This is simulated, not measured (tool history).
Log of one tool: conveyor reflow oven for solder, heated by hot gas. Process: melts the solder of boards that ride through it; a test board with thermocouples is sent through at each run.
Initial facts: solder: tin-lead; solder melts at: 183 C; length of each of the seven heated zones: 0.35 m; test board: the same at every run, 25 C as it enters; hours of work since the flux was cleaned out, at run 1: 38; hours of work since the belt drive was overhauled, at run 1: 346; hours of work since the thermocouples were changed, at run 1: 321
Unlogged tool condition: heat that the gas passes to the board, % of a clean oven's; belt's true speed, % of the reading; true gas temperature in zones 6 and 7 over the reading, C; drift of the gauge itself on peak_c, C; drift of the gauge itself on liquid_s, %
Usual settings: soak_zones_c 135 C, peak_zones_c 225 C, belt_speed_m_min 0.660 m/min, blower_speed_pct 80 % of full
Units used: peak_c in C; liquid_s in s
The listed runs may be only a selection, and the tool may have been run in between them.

run,hour,soak_zones_c,peak_zones_c,belt_speed_m_min,blower_speed_pct,hours of work since the flux was cleaned out,hours of work since the belt drive was overhauled,hours of work since the thermocouples were changed,peak_c,liquid_s
1,0.0,135,225,0.660,80,38,346,321,206.2,38.2
2,24.0,135,225,0.660,80,56,364,338,206.1,37.9
3,36.5,135,225,0.726,80,65,373,348,203.0,30.7
4,58.0,135,225,0.726,80,81,389,363,203.1,30.8
5,79.2,135,225,0.726,75,96,404,379,201.7,29.5
6,96.0,135,225,0.660,64,109,417,391,202.0,32.5
7,107.0,135,225,0.660,64,117,425,399,202.1,32.0
8,128.1,135,225,0.660,64,132,440,415,202.0,32.1
9,139.9,135,225,0.660,80,141,449,423,206.4,38.0
10,150.3,135,225,0.660,80,149,457,431,206.3,38.1
11,175.1,135,225,0.660,80,167,475,449,206.5,38.2
12,186.8,135,225,0.660,80,175,483,458,206.3,38.0
13,200.8,135,233,0.674,80,186,494,468,212.2,41.4
14,225.9,135,233,0.674,80,204,512,487,212.2,41.6
15,243.6,122,216,0.674,84,217,525,500,196.2,23.4
16,267.5,138,232,0.648,80,235,542,517,213.5,45.5
17,293.1,138,232,0.648,80,253,561,536,213.1,45.1
18,306.1,146,235,0.584,59,263,571,545,215.1,54.3
19,317.3,149,225,0.660,80,271,579,554,209.2,45.0
20,333.8,135,236,0.660,74,283,591,566,213.7,43.6
21,346.7,130,236,0.705,74,293,601,575,210.1,36.3
# hour 355.3: flux residue cleaned out of gas plates and filters
22,364.8,136,236,0.586,74,7,610,585,218.4,53.2
23,380.3,135,225,0.775,80,18,622,596,201.1,26.2
24,392.8,147,225,0.565,80,28,631,605,212.7,55.7

What if the next run were any one of these 3? Each begins from the tool's condition after run 24:
A,413.6,135,225,0.542,80,43,646,621,?,?
B,413.6,138,220,0.660,85,43,646,621,?,?
C,413.6,147,234,0.565,80,43,646,621,?,?

run,peak_c,liquid_s
A,212.3,53.5
B,203.7,36.8
C,220.4,61.6
With no hidden state in the tool, these same runs would have given:
run,peak_c,liquid_s
A,212.2,53.5
B,203.7,36.7
C,220.4,61.5

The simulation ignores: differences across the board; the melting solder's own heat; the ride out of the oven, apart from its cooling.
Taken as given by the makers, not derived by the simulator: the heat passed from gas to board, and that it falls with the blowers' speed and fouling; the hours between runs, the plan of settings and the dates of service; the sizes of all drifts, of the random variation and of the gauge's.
